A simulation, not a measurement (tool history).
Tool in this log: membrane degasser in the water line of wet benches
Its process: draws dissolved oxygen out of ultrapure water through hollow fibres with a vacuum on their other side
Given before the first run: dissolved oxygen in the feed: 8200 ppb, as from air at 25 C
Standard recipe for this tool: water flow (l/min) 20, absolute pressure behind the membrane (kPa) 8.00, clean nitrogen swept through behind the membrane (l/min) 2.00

run,day,water flow (l/min),absolute pressure behind the membrane (kPa),clean nitrogen swept through behind the membrane (l/min),dissolved oxygen in the water behind the degasser (ppb),pressure that the water loses in the fibres (kPa)
1,0.000,20,8.00,2.00,254.1,32.54
2,2.804,20,8.00,2.00,255.4,32.29
3,5.971,20,4.81,2.00,179.3,32.71
4,9.054,20,8.00,2.00,252.4,32.48
5,11.921,20,8.00,2.00,252.0,32.58
6,14.062,20,8.00,2.00,254.7,32.77
7,15.858,20,8.00,2.00,255.6,32.65
8,18.438,20,8.00,2.00,260.1,32.46
9,20.158,20,8.00,2.00,255.1,32.60
# day 20.383: vacuum gauge calibrated
10,23.283,20,8.00,2.00,257.2,32.67
11,26.546,20,8.00,2.00,258.2,32.77
12,29.821,20,8.00,2.00,257.8,32.47
13,33.458,20,13.72,2.00,391.7,32.83
14,35.742,20,8.00,2.00,258.1,32.70
15,38.492,14,12.05,3.94,115.2,22.74
# day 40.421: vacuum gauge calibrated, once more
16,41.217,14,12.05,3.94,112.0,22.65
17,44.288,26,12.05,0.91,807.6,42.75
18,46.042,27,11.35,2.38,544.0,44.53
19,47.838,20,11.07,1.96,329.6,32.63
20,51.504,20,11.07,1.96,327.0,32.61
21,53.642,20,11.07,1.96,327.0,32.55
22,55.346,16,12.06,3.47,166.0,26.03
23,57.138,16,12.06,3.47,162.4,26.18
24,60.554,16,12.06,3.47,163.9,26.30
25,63.192,12,10.56,5.23,59.5,19.68
26,65.817,12,11.55,5.23,67.2,19.78
27,68.867,14,8.00,2.00,118.5,22.98

Below are 5 alternative next runs, each starting from the tool's condition after run 27. Predict each:
A,70.725,16,8.00,2.00,?,?
B,70.725,28,12.72,0.89,?,?
C,70.725,25,8.00,1.28,?,?
D,70.725,20,8.00,2.00,?,?
E,70.725,14,9.13,2.51,?,?

run,dissolved oxygen in the water behind the degasser (ppb),pressure that the water loses in the fibres (kPa)
A,155.8,26.35
B,942.5,46.61
C,487.3,41.42
D,259.1,33.03
E,119.8,23.37
With no hidden state in the tool, these same runs would have given:
run,dissolved oxygen in the water behind the degasser (ppb),pressure that the water loses in the fibres (kPa)
A,148.1,25.88
B,918.7,45.79
C,467.2,40.69
D,246.4,32.44
E,114.2,22.96
